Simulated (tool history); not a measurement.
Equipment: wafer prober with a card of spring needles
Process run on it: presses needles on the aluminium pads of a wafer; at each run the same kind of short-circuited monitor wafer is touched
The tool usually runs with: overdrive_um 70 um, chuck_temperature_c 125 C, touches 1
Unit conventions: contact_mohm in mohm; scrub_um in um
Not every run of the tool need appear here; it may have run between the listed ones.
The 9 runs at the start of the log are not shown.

run   hour  overdrive_um  chuck_temperature_c  touches  contact_mohm  scrub_um
 10  104.4            70                  118        1           178     18.96
     106.4  -- height of the first contact set anew
     108.9  -- tips cleaned on abrasive film
 11  121.2            66                  125        1           174     17.82
     128.7  -- tips cleaned on abrasive film
     137.7  -- height of the first contact set anew, once more
 12  138.2            66                  125        1           168     18.01
     148.7  -- tips cleaned on abrasive film
 13    157            66                  125        1           166        18
 14  167.6            66                  125        1           181     17.99
     169.3  -- tips cleaned on abrasive film
 15  182.7            66                  125        1           174     17.98
     189.4  -- tips cleaned on abrasive film
 16  191.2            70                  125        1           145     19.04
 17  205.4            70                  125        1           176     19.05
       210  -- tips cleaned on abrasive film
 18  222.8            83                  125        1           161     22.58
     229.7  -- tips cleaned on abrasive film
 19  239.1            83                  125        1           153     22.56
 20    248            83                  125        1           165     22.56
     250.3  -- tips cleaned on abrasive film
 21  262.7            78                   27        2           143     21.18
     270.8  -- tips cleaned on abrasive film
 22  278.5            70                   25        3           132     18.98
     291.1  -- tips cleaned on abrasive film
 23  295.1            64                   34        1           145     17.32
 24  307.9            64                   34        1           179     17.36
     310.6  -- tips cleaned on abrasive film
 25  326.5            70                   35        2           154     18.96
     330.9  -- tips cleaned on abrasive film
 26  335.6            70                   35        1           146     18.94
     350.6  -- tips cleaned on abrasive film
 27  353.6            85                  122        1           145     23.04
     371.2  -- tips cleaned on abrasive film
 28  371.7            85                  122        1           138        23
 29    388            51                   28        1           206     13.74
     391.2  -- tips cleaned on abrasive film
 30  398.5            61                   31        1           160     16.46
     410.8  -- tips cleaned on abrasive film
 31  414.5            72                   31        2           135     19.44
     431.5  -- tips cleaned on abrasive film
 32  433.2            52                  125        2           150     13.98
 33    449            52                  125        2           184     13.96

Predict each of these 4 candidate next runs independently; none follows another, all start after run 33:
       451  -- tips cleaned on abrasive film
  A  460.8            52                   26        2             ?         ?
       451  -- tips cleaned on abrasive film
  B  460.8            52                   28        2             ?         ?
       451  -- tips cleaned on abrasive film
  C  460.8            56                   31        1             ?         ?
       451  -- tips cleaned on abrasive film
  D  460.8            52                  125        2             ?         ?

run  contact_mohm  scrub_um
  A           161     13.96
  B           163     13.95
  C           174     15.04
  D           171     13.96
Without the tool's unlogged condition, the same runs would have read:
run  contact_mohm  scrub_um
  A           128     14.19
  B           130     14.18
  C           126     15.27
  D           143     14.19

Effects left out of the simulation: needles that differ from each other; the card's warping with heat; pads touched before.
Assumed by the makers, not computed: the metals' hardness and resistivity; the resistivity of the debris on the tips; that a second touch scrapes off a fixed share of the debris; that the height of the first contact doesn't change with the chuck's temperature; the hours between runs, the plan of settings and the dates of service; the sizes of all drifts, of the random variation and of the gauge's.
